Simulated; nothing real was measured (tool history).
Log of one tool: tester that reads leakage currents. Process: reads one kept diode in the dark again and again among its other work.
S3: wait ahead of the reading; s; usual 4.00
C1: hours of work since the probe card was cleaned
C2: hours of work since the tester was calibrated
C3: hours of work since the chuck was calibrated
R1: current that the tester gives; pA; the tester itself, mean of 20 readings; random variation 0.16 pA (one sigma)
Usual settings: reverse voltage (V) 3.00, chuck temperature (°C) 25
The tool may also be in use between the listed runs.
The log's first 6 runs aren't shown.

{"run": 7, "day": 13.096, "reverse voltage (V)": 3.0, "chuck temperature (°C)": 43, "S3": 4.0, "C1": 413, "C2": 626, "C3": 1645, "R1": 275.32}
{"run": 8, "day": 15.742, "reverse voltage (V)": 3.0, "chuck temperature (°C)": 43, "S3": 4.0, "C1": 456, "C2": 669, "C3": 1688, "R1": 275.99}
{"run": 9, "day": 18.188, "reverse voltage (V)": 3.0, "chuck temperature (°C)": 43, "S3": 4.0, "C1": 495, "C2": 708, "C3": 1727, "R1": 276.8}
{"run": 10, "day": 20.029, "reverse voltage (V)": 2.96, "chuck temperature (°C)": 25, "S3": 4.0, "C1": 524, "C2": 737, "C3": 1757, "R1": 55.37}
{"run": 11, "day": 23.146, "reverse voltage (V)": 2.3, "chuck temperature (°C)": 25, "S3": 4.0, "C1": 574, "C2": 787, "C3": 1807, "R1": 48.2}
{"run": 12, "day": 27.171, "reverse voltage (V)": 2.3, "chuck temperature (°C)": 25, "S3": 4.0, "C1": 639, "C2": 852, "C3": 1871, "R1": 48.7}
{"run": 13, "day": 31.183, "reverse voltage (V)": 2.3, "chuck temperature (°C)": 25, "S3": 4.0, "C1": 703, "C2": 916, "C3": 1935, "R1": 48.82}
{"run": 14, "day": 35.158, "reverse voltage (V)": 1.02, "chuck temperature (°C)": 25, "S3": 4.0, "C1": 767, "C2": 980, "C3": 1999, "R1": 31.21}
{"day": 35.479, "done": "chuck's temperature calibrated"}
{"run": 15, "day": 37.771, "reverse voltage (V)": 1.02, "chuck temperature (°C)": 25, "S3": 4.0, "C1": 808, "C2": 1021, "C3": 37, "R1": 28.69}
{"run": 16, "day": 40.6, "reverse voltage (V)": 3.0, "chuck temperature (°C)": 23, "S3": 4.0, "C1": 853, "C2": 1066, "C3": 82, "R1": 43.73}
{"run": 17, "day": 42.825, "reverse voltage (V)": 3.0, "chuck temperature (°C)": 23, "S3": 4.0, "C1": 889, "C2": 1102, "C3": 118, "R1": 43.87}
{"run": 18, "day": 46.254, "reverse voltage (V)": 3.0, "chuck temperature (°C)": 23, "S3": 4.0, "C1": 944, "C2": 1157, "C3": 173, "R1": 43.89}
{"run": 19, "day": 49.625, "reverse voltage (V)": 3.0, "chuck temperature (°C)": 36, "S3": 4.0, "C1": 998, "C2": 1211, "C3": 227, "R1": 142.92}
{"run": 20, "day": 52.388, "reverse voltage (V)": 5.41, "chuck temperature (°C)": 30, "S3": 8.94, "C1": 1042, "C2": 1255, "C3": 271, "R1": 116.69}
{"run": 21, "day": 54.429, "reverse voltage (V)": 14.4, "chuck temperature (°C)": 39, "S3": 3.63, "C1": 1075, "C2": 1288, "C3": 304, "R1": 446.9}
{"run": 22, "day": 57.858, "reverse voltage (V)": 3.91, "chuck temperature (°C)": 25, "S3": 9.48, "C1": 1130, "C2": 1343, "C3": 359, "R1": 62.43}
{"run": 23, "day": 61.775, "reverse voltage (V)": 3.59, "chuck temperature (°C)": 25, "S3": 4.0, "C1": 1193, "C2": 1406, "C3": 422, "R1": 59.8}

Run 24 comes next. What will it give?
{"run": 24, "day": 63.442, "reverse voltage (V)": 3.0, "chuck temperature (°C)": 31, "S3": 0.72, "C1": 1220, "C2": 1433, "C3": 449, "R1": "?"}

Run 24 gave R1 93.99 pA.
Without the tool's hidden state the same run would have given R1 88.58 pA.

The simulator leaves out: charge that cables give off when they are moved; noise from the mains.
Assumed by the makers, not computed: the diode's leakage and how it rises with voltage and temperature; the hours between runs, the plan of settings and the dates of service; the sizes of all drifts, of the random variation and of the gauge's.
